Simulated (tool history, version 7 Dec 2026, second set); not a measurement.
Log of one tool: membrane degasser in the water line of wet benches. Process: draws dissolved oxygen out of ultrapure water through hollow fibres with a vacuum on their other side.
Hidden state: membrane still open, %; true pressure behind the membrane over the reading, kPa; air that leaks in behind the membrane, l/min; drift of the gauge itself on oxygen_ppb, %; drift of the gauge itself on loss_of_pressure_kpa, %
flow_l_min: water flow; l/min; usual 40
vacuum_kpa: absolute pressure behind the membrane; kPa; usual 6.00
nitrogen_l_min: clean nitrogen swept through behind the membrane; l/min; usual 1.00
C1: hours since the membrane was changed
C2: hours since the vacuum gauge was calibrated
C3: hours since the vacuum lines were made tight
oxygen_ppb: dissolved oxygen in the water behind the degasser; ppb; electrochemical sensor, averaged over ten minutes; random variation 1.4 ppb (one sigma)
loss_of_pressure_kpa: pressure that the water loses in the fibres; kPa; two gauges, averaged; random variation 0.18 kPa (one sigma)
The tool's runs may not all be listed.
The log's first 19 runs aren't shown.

run 20 day=34.171 | flow_l_min=40 vacuum_kpa=5.57 nitrogen_l_min=1.97 | C1=1214 C2=2751 C3=8042 | oxygen_ppb=116.4 loss_of_pressure_kpa=35.37
run 21 day=36.071 | flow_l_min=40 vacuum_kpa=5.23 nitrogen_l_min=1.97 | C1=1259 C2=2796 C3=8088 | oxygen_ppb=99.3 loss_of_pressure_kpa=35.70
run 22 day=38.267 | flow_l_min=40 vacuum_kpa=5.23 nitrogen_l_min=1.97 | C1=1312 C2=2849 C3=8141 | oxygen_ppb=100.3 loss_of_pressure_kpa=35.49
-- day=38.471 vacuum gauge calibrated
run 23 day=39.971 | flow_l_min=40 vacuum_kpa=5.23 nitrogen_l_min=1.97 | C1=1353 C2=36 C3=8181 | oxygen_ppb=104.0 loss_of_pressure_kpa=35.40
run 24 day=42.288 | flow_l_min=40 vacuum_kpa=5.23 nitrogen_l_min=1.97 | C1=1408 C2=92 C3=8237 | oxygen_ppb=104.5 loss_of_pressure_kpa=35.42
run 25 day=43.796 | flow_l_min=40 vacuum_kpa=5.23 nitrogen_l_min=1.97 | C1=1444 C2=128 C3=8273 | oxygen_ppb=103.9 loss_of_pressure_kpa=35.60
run 26 day=45.696 | flow_l_min=31 vacuum_kpa=11.08 nitrogen_l_min=1.00 | C1=1490 C2=173 C3=8319 | oxygen_ppb=505.0 loss_of_pressure_kpa=27.76
-- day=46.954 vacuum gauge calibrated, once more
run 27 day=47.071 | flow_l_min=27 vacuum_kpa=6.00 nitrogen_l_min=1.35 | C1=1522 C2=3 C3=8351 | oxygen_ppb=122.0 loss_of_pressure_kpa=23.76
run 28 day=49.867 | flow_l_min=35 vacuum_kpa=13.04 nitrogen_l_min=0.51 | C1=1590 C2=70 C3=8418 | oxygen_ppb=1084.0 loss_of_pressure_kpa=31.29
run 29 day=51.104 | flow_l_min=42 vacuum_kpa=12.77 nitrogen_l_min=0.76 | C1=1619 C2=100 C3=8448 | oxygen_ppb=890.9 loss_of_pressure_kpa=37.49
run 30 day=52.396 | flow_l_min=27 vacuum_kpa=9.19 nitrogen_l_min=2.28 | C1=1650 C2=131 C3=8479 | oxygen_ppb=163.9 loss_of_pressure_kpa=23.88
run 31 day=54.267 | flow_l_min=27 vacuum_kpa=9.19 nitrogen_l_min=2.28 | C1=1695 C2=175 C3=8524 | oxygen_ppb=164.1 loss_of_pressure_kpa=24.38
run 32 day=55.492 | flow_l_min=27 vacuum_kpa=9.19 nitrogen_l_min=2.28 | C1=1725 C2=205 C3=8553 | oxygen_ppb=164.0 loss_of_pressure_kpa=24.24

Run 33 comes next. What will it give?
run 33 day=58.229 | flow_l_min=27 vacuum_kpa=4.72 nitrogen_l_min=2.28 | C1=1790 C2=271 C3=8619 | oxygen_ppb=? loss_of_pressure_kpa=?

Run 33 gave oxygen_ppb 42.1 ppb, loss_of_pressure_kpa 24.38 kPa.
Without the tool's hidden state the same run would have given oxygen_ppb 41.7 ppb, loss_of_pressure_kpa 24.09 kPa.
